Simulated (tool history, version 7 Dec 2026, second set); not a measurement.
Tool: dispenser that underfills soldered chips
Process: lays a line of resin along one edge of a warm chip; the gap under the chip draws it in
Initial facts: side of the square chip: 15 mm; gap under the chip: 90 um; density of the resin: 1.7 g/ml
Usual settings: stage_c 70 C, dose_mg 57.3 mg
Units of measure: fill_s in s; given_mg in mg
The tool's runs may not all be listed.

Run 1, hour 0: usual settings. Result: fill_s 92.3 s, given_mg 56.98 mg.
At hour 6.7: new syringe of resin.
Run 2, hour 13.2: usual settings but dose_mg 59.3 mg. Result: fill_s 103 s, given_mg 58.59 mg.
At hour 17.4: new syringe of resin.
Run 3, hour 26.3: usual settings but dose_mg 51.6 mg. Result: fill_s 114 s, given_mg 50.72 mg.
At hour 28: new syringe of resin.
Run 4, hour 32.7: usual settings. Result: fill_s 91.2 s, given_mg 56.42 mg.
At hour 38.3: new syringe of resin.
Run 5, hour 43.8: usual settings. Result: fill_s 96.9 s, given_mg 55.84 mg.
At hour 49.1: new syringe of resin.
Run 6, hour 52.4: usual settings. Result: fill_s 87.8 s, given_mg 55.64 mg.
At hour 59.7: new syringe of resin.
Run 7, hour 60.1: usual settings but stage_c 61 C. Result: fill_s 118.1 s, given_mg 55.46 mg.
Run 8, hour 65.6: usual settings but stage_c 61 C. Result: fill_s 153 s, given_mg 55.11 mg.
At hour 70.3: new syringe of resin.
Run 9, hour 75.7: usual settings but dose_mg 62.8 mg. Result: fill_s 95.1 s, given_mg 60.1 mg.
At hour 81.3: new syringe of resin.
Run 10, hour 84: usual settings but dose_mg 62.8 mg. Result: fill_s 82.8 s, given_mg 59.55 mg.
At hour 92.1: new syringe of resin.
Run 11, hour 97.3: usual settings but stage_c 59 C. Result: fill_s 161.5 s, given_mg 54.28 mg.
At hour 103.2: new syringe of resin.
Run 12, hour 108.6: usual settings but stage_c 59 C. Result: fill_s 161.5 s, given_mg 54.08 mg.

What will run 13 give?
At hour 114.2: new syringe of resin.
Run 13, hour 119.9: usual settings but stage_c 59 C. Result: fill_s ?, given_mg ?.

fill_s: 163.9 s
given_mg: 53.93 mg
Minus the tool's unlogged condition, the same run would have read fill_s 127.1 s, given_mg 57.37 mg.
